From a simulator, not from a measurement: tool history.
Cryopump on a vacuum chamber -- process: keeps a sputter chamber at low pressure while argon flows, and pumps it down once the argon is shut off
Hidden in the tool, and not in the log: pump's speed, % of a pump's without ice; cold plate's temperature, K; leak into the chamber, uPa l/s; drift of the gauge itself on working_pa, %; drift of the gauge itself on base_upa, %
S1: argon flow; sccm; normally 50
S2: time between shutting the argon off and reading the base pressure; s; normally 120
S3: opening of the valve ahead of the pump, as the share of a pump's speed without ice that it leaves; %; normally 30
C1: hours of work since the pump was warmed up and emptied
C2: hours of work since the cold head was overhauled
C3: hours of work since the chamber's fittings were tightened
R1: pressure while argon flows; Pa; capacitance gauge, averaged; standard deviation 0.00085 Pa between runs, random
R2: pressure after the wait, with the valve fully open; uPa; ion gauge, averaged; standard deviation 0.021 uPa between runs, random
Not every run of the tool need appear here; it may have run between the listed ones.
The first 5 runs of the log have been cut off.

run,hour,S1,S2,S3,C1,C2,C3,R1,R2
6,115.6,50,120,23,561,561,704,0.2329,1.1
7,135.9,50,120,30,579,579,721,0.1792,1.2
8,150.2,50,120,30,591,591,733,0.1822,1.19
9,166.1,50,120,30,604,604,746,0.1802,1.1
10,197.2,50,120,30,631,631,773,0.1812,1.21
11,223.7,50,120,30,653,653,795,0.1813,1.23
12,245.5,50,120,30,671,671,814,0.1803,1.25
13,273.7,50,120,30,695,695,838,0.1825,1.26
14,303.7,50,120,30,721,721,863,0.1831,1.37
15,323.5,50,120,30,738,738,880,0.183,1.37
16,350,50,120,30,760,760,902,0.1836,1.35
17,366.4,52,120,30,774,774,916,0.1908,1.4
18,394.6,59,202,30,798,798,940,0.2182,1.37
19,416,59,202,30,816,816,958,0.2171,1.43
20,430.9,50,57,21,829,829,971,0.2588,1.69
# hour 449.3: pump warmed up, emptied and cooled again
21,461.6,50,57,21,10,850,993,0.2456,1.49
22,486.4,50,57,21,31,871,1014,0.2464,1.5
23,512.5,95,54,25,54,894,1036,0.3942,1.55
24,544,50,39,43,80,920,1063,0.1217,1.72
25,559.5,50,120,29,93,933,1076,0.1814,1.34
26,592.6,50,120,29,122,962,1104,0.1788,1.35

Run 27 is up next; what results do you expect?
27,612.4,50,47,29,138,978,1121,?,?

R1: 0.1797 Pa
R2: 1.68 uPa
Without the tool's hidden state the same run would have given R1 0.1773 Pa, R2 0.63 uPa.

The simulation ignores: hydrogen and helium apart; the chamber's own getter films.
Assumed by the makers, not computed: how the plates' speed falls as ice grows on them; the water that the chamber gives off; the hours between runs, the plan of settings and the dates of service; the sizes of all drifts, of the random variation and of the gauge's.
